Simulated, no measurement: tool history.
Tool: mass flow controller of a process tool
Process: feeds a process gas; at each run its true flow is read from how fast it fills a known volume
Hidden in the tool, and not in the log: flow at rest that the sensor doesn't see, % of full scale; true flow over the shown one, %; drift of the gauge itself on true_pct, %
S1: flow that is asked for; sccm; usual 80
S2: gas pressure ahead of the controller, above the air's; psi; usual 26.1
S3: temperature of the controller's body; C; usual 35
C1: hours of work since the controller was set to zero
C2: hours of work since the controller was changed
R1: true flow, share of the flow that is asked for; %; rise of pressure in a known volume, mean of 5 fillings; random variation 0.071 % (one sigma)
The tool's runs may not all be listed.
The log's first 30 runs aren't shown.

Run 31, hour 3539.5: usual settings but S1 30 sccm, S2 37.1 psi; C1 4438; C2 4438. Result: R1 98.14 %.
Run 32, hour 3686.7: usual settings but S1 30 sccm, S2 37.1 psi; C1 4510; C2 4510. Result: R1 97.92 %.
Run 33, hour 3800.1: usual settings but S3 36 C; C1 4565; C2 4565. Result: R1 101.28 %.
Run 34, hour 3873.4: usual settings but S3 36 C; C1 4601; C2 4601. Result: R1 101.22 %.
Run 35, hour 3944.4: usual settings but S2 21.9 psi, S3 39 C; C1 4635; C2 4635. Result: R1 101.47 %.
Run 36, hour 4068.0: usual settings but S2 21.9 psi, S3 39 C; C1 4696; C2 4696. Result: R1 101.38 %.
Run 37, hour 4154.3: usual settings but S2 21.9 psi, S3 39 C; C1 4738; C2 4738. Result: R1 101.43 %.
Run 38, hour 4233.1: usual settings but S2 28.3 psi; C1 4776; C2 4776. Result: R1 101.25 %.
Run 39, hour 4352.9: usual settings but S2 28.3 psi; C1 4835; C2 4835. Result: R1 101.32 %.
Run 40, hour 4491.8: usual settings but S2 28.3 psi; C1 4902; C2 4902. Result: R1 101.21 %.
Run 41, hour 4606.4: usual settings but S1 15 sccm, S2 21.6 psi, S3 30 C; C1 4958; C2 4958. Result: R1 93.46 %.
Run 42, hour 4706.6: usual settings but S2 35.0 psi, S3 38 C; C1 5007; C2 5007. Result: R1 101.72 %.
Run 43, hour 4840.6: usual settings but S1 17 sccm, S2 20.7 psi, S3 36 C; C1 5073; C2 5073. Result: R1 94.76 %.
Run 44, hour 4987.6: usual settings but S1 87 sccm, S2 20.7 psi, S3 34 C; C1 5144; C2 5144. Result: R1 101.51 %.
Run 45, hour 5121.8: usual settings but S1 87 sccm, S2 20.7 psi, S3 34 C; C1 5210; C2 5210. Result: R1 101.43 %.
Run 46, hour 5197.0: usual settings but S1 87 sccm, S2 20.7 psi, S3 34 C; C1 5246; C2 5246. Result: R1 101.43 %.
Run 47, hour 5313.7: usual settings but S1 92 sccm, S2 39.6 psi, S3 31 C; C1 5303; C2 5303. Result: R1 101.69 %.
Run 48, hour 5423.2: usual settings but S1 92 sccm, S2 39.6 psi, S3 30 C; C1 5357; C2 5357. Result: R1 101.69 %.

Forecast each of these 4 alternatives for the next run:
Run A, hour 5557.7: usual settings but S1 48 sccm, S2 25.2 psi, S3 27 C; C1 5422; C2 5422. Result: R1 ?.
Run B, hour 5557.7: usual settings but S1 20 sccm, S2 23.4 psi, S3 37 C; C1 5422; C2 5422. Result: R1 ?.
Run C, hour 5557.7: usual settings but S1 57 sccm, S2 23.6 psi, S3 39 C; C1 5422; C2 5422. Result: R1 ?.
Run D, hour 5557.7: usual settings but S1 48 sccm, S2 40.2 psi, S3 31 C; C1 5422; C2 5422. Result: R1 ?.

run      R1
  A   98.87
  B   95.75
  C  100.50
  D   99.36
Without the tool's hidden state the same runs would have given:
run     R1
  A  98.71
  B  98.87
  C  99.97
  D  99.20

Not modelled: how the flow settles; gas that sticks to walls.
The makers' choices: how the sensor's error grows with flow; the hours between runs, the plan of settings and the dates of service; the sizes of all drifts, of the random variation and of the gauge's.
